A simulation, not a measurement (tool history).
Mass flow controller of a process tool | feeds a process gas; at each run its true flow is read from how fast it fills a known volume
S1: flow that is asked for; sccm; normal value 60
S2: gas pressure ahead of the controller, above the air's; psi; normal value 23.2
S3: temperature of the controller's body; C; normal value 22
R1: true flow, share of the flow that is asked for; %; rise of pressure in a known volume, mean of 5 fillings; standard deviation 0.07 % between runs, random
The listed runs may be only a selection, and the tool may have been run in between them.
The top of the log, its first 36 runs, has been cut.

run,hour,S1,S2,S3,R1
37,7713.5,69,29.6,38,99.96
38,7845.7,15,34.7,24,95.93
39,8043.9,10,23.2,22,94.07
40,8286.7,10,23.2,22,93.53
41,8508.2,10,40.2,25,93.65
42,8715.2,60,38.7,35,98.79
43,8940.1,60,38.7,35,98.81
44,9144.1,60,21.6,22,97.15

Below are 3 alternative next runs, each starting from the tool's condition after run 44. Predict each:
A,9302.9,34,24.7,36,?
B,9302.9,80,23.6,23,?
C,9302.9,60,22.5,22,?

run,R1
A,97.05
B,97.98
C,97.27
Had the tool no hidden state, the same runs would have come out as:
run,R1
A,99.14
B,99.2
C,98.7
